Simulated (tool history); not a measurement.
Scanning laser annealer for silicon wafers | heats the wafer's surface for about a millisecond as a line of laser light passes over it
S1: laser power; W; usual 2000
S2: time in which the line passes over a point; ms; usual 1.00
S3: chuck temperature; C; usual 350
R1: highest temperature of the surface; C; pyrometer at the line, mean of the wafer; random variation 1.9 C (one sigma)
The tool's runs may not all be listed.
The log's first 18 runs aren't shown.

run 19 day=11.217 | S1=2000 S2=1.00 S3=350 | R1=1154
-- day=11.467 optics aligned, line set to its width
run 20 day=11.988 | S1=1837 S2=1.00 S3=379 | R1=1121
run 21 day=12.867 | S1=1766 S2=1.14 S3=377 | R1=1141
run 22 day=13.679 | S1=2000 S2=0.97 S3=381 | R1=1177
run 23 day=14.167 | S1=1998 S2=1.00 S3=343 | R1=1148
-- day=14.775 optics aligned, line set to its width, once more
run 24 day=14.938 | S1=2000 S2=0.72 S3=350 | R1=1041
run 25 day=15.317 | S1=2000 S2=0.72 S3=347 | R1=1038
run 26 day=15.858 | S1=2000 S2=0.72 S3=347 | R1=1039
run 27 day=16.617 | S1=2000 S2=1.20 S3=386 | R1=1270
run 28 day=17.275 | S1=2000 S2=1.20 S3=386 | R1=1270
run 29 day=17.838 | S1=2000 S2=1.20 S3=386 | R1=1271
run 30 day=18.325 | S1=2125 S2=0.77 S3=378 | R1=1133
run 31 day=19.212 | S1=1773 S2=1.04 S3=336 | R1=1074
run 32 day=19.958 | S1=1773 S2=1.04 S3=336 | R1=1070
run 33 day=20.604 | S1=1756 S2=1.00 S3=350 | R1=1064
run 34 day=21.325 | S1=1977 S2=0.74 S3=350 | R1=1040
run 35 day=21.771 | S1=1977 S2=0.74 S3=350 | R1=1042
run 36 day=22.358 | S1=2015 S2=1.00 S3=372 | R1=1186
run 37 day=22.850 | S1=2029 S2=1.07 S3=348 | R1=1195

Forecast each of these 3 alternatives for the next run:
run A day=23.529 | S1=2089 S2=1.07 S3=324 | R1=?
run B day=23.529 | S1=1834 S2=0.88 S3=382 | R1=?
run C day=23.529 | S1=2122 S2=1.07 S3=328 | R1=?

run=A R1=1194
run=B R1=1080
run=C R1=1212
Without the tool's hidden state the same runs would have given:
run=A R1=1204
run=B R1=1088
run=C R1=1221
